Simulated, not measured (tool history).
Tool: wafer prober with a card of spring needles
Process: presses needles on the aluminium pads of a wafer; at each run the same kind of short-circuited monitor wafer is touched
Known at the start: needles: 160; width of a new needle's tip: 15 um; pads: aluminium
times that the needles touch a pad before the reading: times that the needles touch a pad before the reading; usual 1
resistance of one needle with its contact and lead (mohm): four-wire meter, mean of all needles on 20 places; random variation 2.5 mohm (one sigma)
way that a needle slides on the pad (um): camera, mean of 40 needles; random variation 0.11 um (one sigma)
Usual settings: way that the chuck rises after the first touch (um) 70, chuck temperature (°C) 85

run,hour,way that the chuck rises after the first touch (um),chuck temperature (°C),times that the needles touch a pad before the reading,resistance of one needle with its contact and lead (mohm),way that a needle slides on the pad (um)
1,0,70,85,1,304,17.63
# hour 4.3: tips cleaned on abrasive film
# hour 8.6: tips cleaned on abrasive film
# hour 13: tips cleaned on abrasive film
# hour 18.3: tips cleaned on abrasive film
# hour 22.7: tips cleaned on abrasive film
# hour 27: tips cleaned on abrasive film
# hour 31.3: tips cleaned on abrasive film
# hour 36.3: tips cleaned on abrasive film
2,36.3,55,85,1,304,13.68
# hour 40.6: tips cleaned on abrasive film
# hour 46: tips cleaned on abrasive film
# hour 50.3: tips cleaned on abrasive film
# hour 54.6: tips cleaned on abrasive film
# hour 60: tips cleaned on abrasive film
3,62.8,55,85,1,378,13.66
# hour 65: tips cleaned on abrasive film
# hour 70.4: tips cleaned on abrasive film
# hour 75.8: tips cleaned on abrasive film
# hour 80.1: tips cleaned on abrasive film
# hour 85.4: tips cleaned on abrasive film
# hour 90.8: tips cleaned on abrasive film
# hour 96.2: tips cleaned on abrasive film
# hour 101.6: tips cleaned on abrasive film
# hour 105.9: tips cleaned on abrasive film
4,106.1,70,85,1,297,17.21
# hour 110.5: tips cleaned on abrasive film
# hour 114.8: tips cleaned on abrasive film
# hour 120.2: tips cleaned on abrasive film
# hour 124.5: tips cleaned on abrasive film
# hour 128.8: tips cleaned on abrasive film
# hour 134.2: tips cleaned on abrasive film
# hour 138.5: tips cleaned on abrasive film
# hour 142.8: tips cleaned on abrasive film
# hour 148.2: tips cleaned on abrasive film
# hour 152.5: tips cleaned on abrasive film
5,153.2,70,85,1,313,16.9
# hour 154.6: height of the first contact set anew
# hour 157.8: tips cleaned on abrasive film
# hour 162.2: tips cleaned on abrasive film
# hour 166.5: tips cleaned on abrasive film
# hour 171.9: tips cleaned on abrasive film
# hour 176.2: tips cleaned on abrasive film
# hour 180.5: tips cleaned on abrasive film
# hour 184.8: tips cleaned on abrasive film
# hour 190.2: tips cleaned on abrasive film
# hour 194.5: tips cleaned on abrasive film
6,197.4,70,85,1,353,17.42
# hour 199.6: tips cleaned on abrasive film
# hour 205: tips cleaned on abrasive film
# hour 210.3: tips cleaned on abrasive film
# hour 215.7: tips cleaned on abrasive film
# hour 221.1: tips cleaned on abrasive film
# hour 226: tips cleaned on abrasive film
7,226,70,85,1,294,17.47
# hour 231.4: tips cleaned on abrasive film
# hour 236.8: tips cleaned on abrasive film
# hour 242.1: tips cleaned on abrasive film
# hour 247.5: tips cleaned on abrasive film
# hour 252.2: tips cleaned on abrasive film
8,252.2,70,85,1,296,17.45
# hour 257.5: tips cleaned on abrasive film
# hour 262.9: tips cleaned on abrasive film
# hour 267.2: tips cleaned on abrasive film
# hour 272.6: tips cleaned on abrasive film
# hour 276.9: tips cleaned on abrasive film
# hour 281.2: tips cleaned on abrasive film
# hour 285.6: tips cleaned on abrasive film
# hour 290.9: tips cleaned on abrasive film
# hour 296.3: tips cleaned on abrasive film
# hour 301.7: tips cleaned on abrasive film
9,301.8,70,85,1,300,17.1
# hour 306.1: tips cleaned on abrasive film
# hour 310.5: tips cleaned on abrasive film
# hour 315: height of the first contact set anew
# hour 316.1: tips cleaned on abrasive film
# hour 321.5: tips cleaned on abrasive film
# hour 325.8: tips cleaned on abrasive film
10,329.2,52,60,2,356,13.09
# hour 330.4: tips cleaned on abrasive film
# hour 335.8: tips cleaned on abrasive film
# hour 340.1: tips cleaned on abrasive film
# hour 344.4: tips cleaned on abrasive film
# hour 349.8: tips cleaned on abrasive film
# hour 355.1: tips cleaned on abrasive film
# hour 360.5: tips cleaned on abrasive film
# hour 364.8: tips cleaned on abrasive film
# hour 370.2: tips cleaned on abrasive film
# hour 374.5: tips cleaned on abrasive film
11,377.1,70,42,1,337,17.44
# hour 379.4: tips cleaned on abrasive film
# hour 383.7: tips cleaned on abrasive film
# hour 389.1: tips cleaned on abrasive film
# hour 394.4: tips cleaned on abrasive film
# hour 398.7: tips cleaned on abrasive film
# hour 403.1: tips cleaned on abrasive film
# hour 408.4: tips cleaned on abrasive film
# hour 412.8: tips cleaned on abrasive film
# hour 418.1: tips cleaned on abrasive film
12,422.1,70,42,1,360,17.23
# hour 423.2: tips cleaned on abrasive film
# hour 427.6: tips cleaned on abrasive film
# hour 431.9: tips cleaned on abrasive film
# hour 437.3: tips cleaned on abrasive film
# hour 442.6: tips cleaned on abrasive film
# hour 448: tips cleaned on abrasive film
# hour 453.4: tips cleaned on abrasive film
# hour 458.8: tips cleaned on abrasive film
13,462.2,70,42,1,358,16.84
# hour 463.3: tips cleaned on abrasive film
# hour 468.7: tips cleaned on abrasive film
# hour 474.1: tips cleaned on abrasive film
# hour 475.4: height of the first contact set anew
# hour 478.7: tips cleaned on abrasive film
# hour 484.1: tips cleaned on abrasive film
# hour 489.4: tips cleaned on abrasive film
# hour 494.8: tips cleaned on abrasive film
# hour 499.1: tips cleaned on abrasive film
# hour 504.5: tips cleaned on abrasive film
# hour 508.8: tips cleaned on abrasive film
14,509.8,81,107,1,314,20.32

Forecast each of these 5 alternatives for the next run:
# hour 514.1: tips cleaned on abrasive film
# hour 519.5: tips cleaned on abrasive film
# hour 524.8: tips cleaned on abrasive film
# hour 529.1: tips cleaned on abrasive film
# hour 534.5: tips cleaned on abrasive film
# hour 538.8: tips cleaned on abrasive film
# hour 544.2: tips cleaned on abrasive film
A,546.1,69,40,1,?,?
# hour 514.1: tips cleaned on abrasive film
# hour 519.5: tips cleaned on abrasive film
# hour 524.8: tips cleaned on abrasive film
# hour 529.1: tips cleaned on abrasive film
# hour 534.5: tips cleaned on abrasive film
# hour 538.8: tips cleaned on abrasive film
# hour 544.2: tips cleaned on abrasive film
B,546.1,70,85,1,?,?
# hour 514.1: tips cleaned on abrasive film
# hour 519.5: tips cleaned on abrasive film
# hour 524.8: tips cleaned on abrasive film
# hour 529.1: tips cleaned on abrasive film
# hour 534.5: tips cleaned on abrasive film
# hour 538.8: tips cleaned on abrasive film
# hour 544.2: tips cleaned on abrasive film
C,546.1,79,40,1,?,?
# hour 514.1: tips cleaned on abrasive film
# hour 519.5: tips cleaned on abrasive film
# hour 524.8: tips cleaned on abrasive film
# hour 529.1: tips cleaned on abrasive film
# hour 534.5: tips cleaned on abrasive film
# hour 538.8: tips cleaned on abrasive film
# hour 544.2: tips cleaned on abrasive film
D,546.1,86,30,2,?,?
# hour 514.1: tips cleaned on abrasive film
# hour 519.5: tips cleaned on abrasive film
# hour 524.8: tips cleaned on abrasive film
# hour 529.1: tips cleaned on abrasive film
# hour 534.5: tips cleaned on abrasive film
# hour 538.8: tips cleaned on abrasive film
# hour 544.2: tips cleaned on abrasive film
E,546.1,66,85,1,?,?

run,resistance of one needle with its contact and lead (mohm),way that a needle slides on the pad (um)
A,332,17.16
B,347,17.37
C,322,19.65
D,293,21.65
E,351,16.27
Without the tool's hidden state the same runs would have given:
run,resistance of one needle with its contact and lead (mohm),way that a needle slides on the pad (um)
A,268,17.47
B,288,17.67
C,271,19.96
D,266,21.96
E,287,16.58
